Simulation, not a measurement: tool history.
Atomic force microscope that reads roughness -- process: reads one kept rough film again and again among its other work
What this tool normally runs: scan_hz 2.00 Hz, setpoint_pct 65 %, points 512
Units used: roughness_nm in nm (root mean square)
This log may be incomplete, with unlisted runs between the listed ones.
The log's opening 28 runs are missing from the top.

{"run": 29, "hour": 826.5, "scan_hz": 2.0, "setpoint_pct": 73, "points": 440, "roughness_nm": 1.611}
{"hour": 835.5, "done": "new tip fitted"}
{"run": 30, "hour": 854.4, "scan_hz": 2.0, "setpoint_pct": 62, "points": 846, "roughness_nm": 1.698}
{"run": 31, "hour": 887.5, "scan_hz": 0.65, "setpoint_pct": 56, "points": 321, "roughness_nm": 1.735}
{"run": 32, "hour": 921.7, "scan_hz": 1.03, "setpoint_pct": 65, "points": 284, "roughness_nm": 1.702}
{"run": 33, "hour": 951.3, "scan_hz": 1.42, "setpoint_pct": 65, "points": 332, "roughness_nm": 1.682}
{"run": 34, "hour": 977.2, "scan_hz": 0.86, "setpoint_pct": 88, "points": 332, "roughness_nm": 1.618}
{"hour": 985.4, "done": "new tip fitted"}
{"run": 35, "hour": 1012.1, "scan_hz": 1.62, "setpoint_pct": 65, "points": 273, "roughness_nm": 1.677}
{"run": 36, "hour": 1040.0, "scan_hz": 2.0, "setpoint_pct": 88, "points": 512, "roughness_nm": 1.494}
{"run": 37, "hour": 1080.0, "scan_hz": 2.0, "setpoint_pct": 65, "points": 626, "roughness_nm": 1.663}
{"run": 38, "hour": 1104.5, "scan_hz": 2.62, "setpoint_pct": 65, "points": 512, "roughness_nm": 1.645}
{"hour": 1126.6, "done": "height scale calibrated on a step standard"}
{"hour": 1140.2, "done": "new tip fitted"}
{"run": 39, "hour": 1140.6, "scan_hz": 2.62, "setpoint_pct": 65, "points": 512, "roughness_nm": 1.633}
{"run": 40, "hour": 1178.2, "scan_hz": 2.41, "setpoint_pct": 61, "points": 532, "roughness_nm": 1.664}

Run 41 is up next; what results do you expect?
{"run": 41, "hour": 1205.5, "scan_hz": 0.7, "setpoint_pct": 65, "points": 512, "roughness_nm": "?"}

roughness_nm: 1.720 nm (root mean square)
Minus the tool's unlogged condition, the same run would have read roughness_nm 1.722 nm (root mean square).
